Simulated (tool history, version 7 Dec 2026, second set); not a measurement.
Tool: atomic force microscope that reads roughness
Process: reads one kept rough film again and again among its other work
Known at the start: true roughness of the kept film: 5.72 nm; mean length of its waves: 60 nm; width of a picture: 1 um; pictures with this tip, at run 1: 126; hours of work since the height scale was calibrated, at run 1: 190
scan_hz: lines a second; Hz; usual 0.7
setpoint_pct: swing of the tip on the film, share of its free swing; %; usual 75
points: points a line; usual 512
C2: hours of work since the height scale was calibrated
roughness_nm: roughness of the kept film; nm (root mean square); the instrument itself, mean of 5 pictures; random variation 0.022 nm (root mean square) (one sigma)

{"run": 1, "hour": 0.0, "scan_hz": 0.7, "setpoint_pct": 75, "points": 512, "pictures with this tip": 126, "C2": 190, "roughness_nm": 4.994}
{"run": 2, "hour": 13.6, "scan_hz": 0.917, "setpoint_pct": 75, "points": 512, "pictures with this tip": 142, "C2": 197, "roughness_nm": 4.89}
{"run": 3, "hour": 31.1, "scan_hz": 0.917, "setpoint_pct": 75, "points": 832, "pictures with this tip": 163, "C2": 206, "roughness_nm": 4.868}
{"run": 4, "hour": 43.1, "scan_hz": 0.747, "setpoint_pct": 75, "points": 832, "pictures with this tip": 177, "C2": 213, "roughness_nm": 4.88}
{"run": 5, "hour": 53.6, "scan_hz": 0.7, "setpoint_pct": 75, "points": 512, "pictures with this tip": 189, "C2": 218, "roughness_nm": 4.846}
{"run": 6, "hour": 78.8, "scan_hz": 0.7, "setpoint_pct": 75, "points": 512, "pictures with this tip": 218, "C2": 231, "roughness_nm": 4.792}
{"run": 7, "hour": 97.4, "scan_hz": 0.7, "setpoint_pct": 75, "points": 512, "pictures with this tip": 240, "C2": 241, "roughness_nm": 4.701}
{"run": 8, "hour": 108.1, "scan_hz": 0.7, "setpoint_pct": 75, "points": 512, "pictures with this tip": 253, "C2": 246, "roughness_nm": 4.714}
{"hour": 125.0, "done": "new tip fitted"}
{"run": 9, "hour": 126.0, "scan_hz": 0.7, "setpoint_pct": 75, "points": 512, "pictures with this tip": 1, "C2": 255, "roughness_nm": 5.279}
{"run": 10, "hour": 144.4, "scan_hz": 0.7, "setpoint_pct": 75, "points": 512, "pictures with this tip": 22, "C2": 265, "roughness_nm": 5.203}
{"run": 11, "hour": 168.8, "scan_hz": 0.7, "setpoint_pct": 83, "points": 512, "pictures with this tip": 51, "C2": 277, "roughness_nm": 5.131}
{"run": 12, "hour": 185.7, "scan_hz": 0.808, "setpoint_pct": 75, "points": 595, "pictures with this tip": 71, "C2": 286, "roughness_nm": 5.07}
{"run": 13, "hour": 206.2, "scan_hz": 0.808, "setpoint_pct": 75, "points": 595, "pictures with this tip": 95, "C2": 297, "roughness_nm": 5.047}
{"run": 14, "hour": 218.1, "scan_hz": 1.565, "setpoint_pct": 58, "points": 596, "pictures with this tip": 108, "C2": 303, "roughness_nm": 5.073}
{"run": 15, "hour": 235.7, "scan_hz": 1.565, "setpoint_pct": 58, "points": 596, "pictures with this tip": 129, "C2": 312, "roughness_nm": 5.024}
{"run": 16, "hour": 250.4, "scan_hz": 1.789, "setpoint_pct": 58, "points": 334, "pictures with this tip": 146, "C2": 320, "roughness_nm": 4.949}
{"run": 17, "hour": 271.7, "scan_hz": 2.138, "setpoint_pct": 72, "points": 328, "pictures with this tip": 171, "C2": 331, "roughness_nm": 4.725}

Forecast run 18:
{"run": 18, "hour": 290.6, "scan_hz": 2.23, "setpoint_pct": 66, "points": 660, "pictures with this tip": 193, "C2": 340, "roughness_nm": "?"}

roughness_nm: 4.771 nm (root mean square)
Without the tool's hidden state the same run would have given roughness_nm 5.226 nm (root mean square).
